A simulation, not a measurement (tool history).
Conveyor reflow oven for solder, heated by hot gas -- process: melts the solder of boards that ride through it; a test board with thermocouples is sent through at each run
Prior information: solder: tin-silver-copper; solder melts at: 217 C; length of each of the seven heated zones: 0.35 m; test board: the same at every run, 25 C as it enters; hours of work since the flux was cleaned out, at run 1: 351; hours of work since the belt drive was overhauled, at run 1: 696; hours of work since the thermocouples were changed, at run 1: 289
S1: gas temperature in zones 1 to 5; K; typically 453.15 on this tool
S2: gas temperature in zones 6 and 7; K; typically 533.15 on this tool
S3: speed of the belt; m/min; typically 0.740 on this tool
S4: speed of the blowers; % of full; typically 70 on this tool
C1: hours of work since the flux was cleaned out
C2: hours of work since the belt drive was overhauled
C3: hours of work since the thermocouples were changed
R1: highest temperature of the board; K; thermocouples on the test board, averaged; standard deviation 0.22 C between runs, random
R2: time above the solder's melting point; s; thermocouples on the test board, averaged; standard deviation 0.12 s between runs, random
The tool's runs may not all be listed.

Run 1, hour 0.0: usual settings; C1 351; C2 696; C3 289. Result: R1 521.75 K, R2 43.2 s.
Run 2, hour 16.7: usual settings but S4 54 % of full; C1 359; C2 705; C3 297. Result: R1 519.35 K, R2 40.8 s.
Run 3, hour 32.0: usual settings but S4 54 % of full; C1 367; C2 713; C3 305. Result: R1 519.35 K, R2 40.9 s.
Run 4, hour 53.4: usual settings but S4 54 % of full; C1 379; C2 724; C3 317. Result: R1 519.45 K, R2 40.9 s.
Run 5, hour 66.1: usual settings but S4 54 % of full; C1 386; C2 731; C3 324. Result: R1 519.25 K, R2 41.2 s.
Run 6, hour 85.8: usual settings but S1 462.15 K, S4 54 % of full; C1 396; C2 741; C3 334. Result: R1 521.05 K, R2 45.1 s.
Run 7, hour 109.9: usual settings but S1 462.15 K, S4 54 % of full; C1 409; C2 754; C3 347. Result: R1 520.65 K, R2 45.1 s.
At hour 124.0: flux residue cleaned out of gas plates and filters.
Run 8, hour 125.6: usual settings but S4 64 % of full; C1 1; C2 760; C3 352. Result: R1 522.25 K, R2 43.7 s.
Run 9, hour 147.8: usual settings but S4 64 % of full; C1 13; C2 771; C3 364. Result: R1 522.25 K, R2 43.7 s.
Run 10, hour 162.8: usual settings but S4 64 % of full; C1 21; C2 779; C3 372. Result: R1 522.05 K, R2 43.7 s.
Run 11, hour 183.2: usual settings but S2 531.15 K; C1 31; C2 790; C3 383. Result: R1 521.55 K, R2 43.4 s.
At hour 189.4: belt drive overhauled, speed set with a stopwatch.
Run 12, hour 208.6: usual settings but S3 0.850 m/min; C1 43; C2 10; C3 394. Result: R1 519.95 K, R2 35.8 s.
Run 13, hour 225.9: usual settings but S4 63 % of full; C1 52; C2 19; C3 403. Result: R1 522.25 K, R2 43.5 s.
At hour 240.8: belt drive overhauled, speed set with a stopwatch, once more.
Run 14, hour 252.8: usual settings; C1 64; C2 6; C3 415. Result: R1 522.95 K, R2 43.6 s.
Run 15, hour 276.3: usual settings but S3 0.806 m/min; C1 76; C2 19; C3 428. Result: R1 520.65 K, R2 38.2 s.
Run 16, hour 301.9: usual settings but S1 463.15 K, S2 538.15 K, S3 0.860 m/min, S4 63 % of full; C1 90; C2 32; C3 441. Result: R1 523.85 K, R2 39.4 s.
Run 17, hour 321.9: usual settings but S2 529.15 K, S4 79 % of full; C1 101; C2 43; C3 452. Result: R1 520.35 K, R2 42.8 s.
Run 18, hour 341.1: usual settings but S3 0.815 m/min; C1 111; C2 53; C3 462. Result: R1 520.45 K, R2 37.6 s.
Run 19, hour 357.2: usual settings but S1 466.15 K, S3 0.780 m/min, S4 60 % of full; C1 119; C2 62; C3 471. Result: R1 522.55 K, R2 44.7 s.
Run 20, hour 381.8: usual settings but S1 466.15 K, S3 0.780 m/min, S4 60 % of full; C1 132; C2 75; C3 484. Result: R1 521.55 K, R2 44.6 s.
Run 21, hour 403.7: usual settings but S1 451.15 K, S2 538.15 K, S3 0.793 m/min; C1 144; C2 86; C3 495. Result: R1 525.05 K, R2 40.8 s.
Run 22, hour 419.6: usual settings but S1 458.15 K, S4 52 % of full; C1 152; C2 95; C3 504. Result: R1 520.65 K, R2 43.1 s.
Run 23, hour 432.8: usual settings but S1 446.15 K, S2 546.15 K; C1 159; C2 102; C3 511. Result: R1 533.65 K, R2 46.6 s.
Run 24, hour 455.2: usual settings but S3 0.732 m/min, S4 89 % of full; C1 171; C2 114; C3 523. Result: R1 525.05 K, R2 46.0 s.
Run 25, hour 474.3: usual settings but S4 73 % of full; C1 181; C2 124; C3 533. Result: R1 522.95 K, R2 43.8 s.
Run 26, hour 491.3: usual settings but S1 460.15 K, S2 540.15 K, S3 0.754 m/min, S4 73 % of full; C1 190; C2 133; C3 542. Result: R1 530.05 K, R2 48.1 s.
Run 27, hour 509.4: usual settings but S3 0.660 m/min, S4 87 % of full; C1 200; C2 142; C3 551. Result: R1 527.15 K, R2 52.3 s.
Run 28, hour 534.3: usual settings but S2 541.15 K, S3 0.738 m/min, S4 51 % of full; C1 213; C2 155; C3 564. Result: R1 526.55 K, R2 44.9 s.
Run 29, hour 560.3: usual settings but S2 541.15 K, S3 0.738 m/min, S4 51 % of full; C1 227; C2 169; C3 578. Result: R1 526.85 K, R2 44.7 s.
Run 30, hour 580.5: usual settings but S2 541.15 K, S3 0.738 m/min, S4 51 % of full; C1 237; C2 180; C3 589. Result: R1 525.95 K, R2 44.7 s.

3 options for the next run, each taken on its own from the tool as it stands now. Forecast them:
Run A, hour 591.3: usual settings but S1 468.15 K, S2 531.15 K, S3 0.738 m/min, S4 72 % of full; C1 243; C2 185; C3 595. Result: R1 ?, R2 ?.
Run B, hour 591.3: usual settings but S1 466.15 K, S2 541.15 K, S3 0.738 m/min, S4 76 % of full; C1 243; C2 185; C3 595. Result: R1 ?, R2 ?.
Run C, hour 591.3: usual settings but S3 0.786 m/min, S4 51 % of full; C1 243; C2 185; C3 595. Result: R1 ?, R2 ?.

run      R1    R2
  A  523.65  49.3
  B  532.85  52.4
  C  517.25  36.4
With the hidden condition removed and each run's random variation left untouched, the same runs would have given:
run      R1    R2
  A  523.05  49.3
  B  532.35  52.3
  C  516.85  36.4
